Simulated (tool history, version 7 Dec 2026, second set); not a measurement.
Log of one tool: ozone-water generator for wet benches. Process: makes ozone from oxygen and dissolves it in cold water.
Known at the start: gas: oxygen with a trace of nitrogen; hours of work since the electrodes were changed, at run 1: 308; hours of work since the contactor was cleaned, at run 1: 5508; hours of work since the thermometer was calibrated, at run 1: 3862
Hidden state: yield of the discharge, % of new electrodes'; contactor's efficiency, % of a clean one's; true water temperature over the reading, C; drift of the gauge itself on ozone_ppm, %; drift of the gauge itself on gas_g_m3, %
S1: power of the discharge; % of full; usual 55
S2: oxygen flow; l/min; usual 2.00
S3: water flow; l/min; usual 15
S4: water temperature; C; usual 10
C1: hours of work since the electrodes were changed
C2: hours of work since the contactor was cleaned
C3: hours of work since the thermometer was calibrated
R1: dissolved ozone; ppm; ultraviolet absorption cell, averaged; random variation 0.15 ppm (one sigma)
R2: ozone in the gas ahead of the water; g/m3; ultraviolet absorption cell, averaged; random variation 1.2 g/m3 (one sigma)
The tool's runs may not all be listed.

run,day,S1,S2,S3,S4,C1,C2,C3,R1,R2
1,0.000,55,2.00,15,10,308,5508,3862,18.1,211.1
2,2.108,55,1.43,15,10,353,5552,3907,16.3,244.3
3,3.825,46,1.43,15,10,389,5589,3943,14.5,220.8
4,5.633,62,1.43,15,10,427,5627,3982,17.6,267.2
5,6.954,55,2.00,15,9,455,5655,4010,18.3,209.6
6,8.883,55,2.00,15,9,496,5696,4051,18.3,209.7
7,9.962,55,2.00,11,10,519,5719,4074,23.9,210.8
8,11.088,55,2.09,15,10,543,5743,4097,18.5,207.0
9,12.579,55,2.00,15,10,574,5774,4129,18.3,210.1
10,14.288,55,2.00,15,10,611,5810,4165,18.2,208.5
11,15.625,55,2.00,15,10,639,5839,4194,18.4,210.1

Run 12 is up next; what results do you expect?
12,17.767,75,1.02,10,9,684,5884,4239,?,?

Run 12 came out at R1 26.3 ppm, R2 350.3 g/m3.
With the hidden condition absent and the run-to-run variation left alone, this run would have shown R1 26.3 ppm, R2 350.4 g/m3.
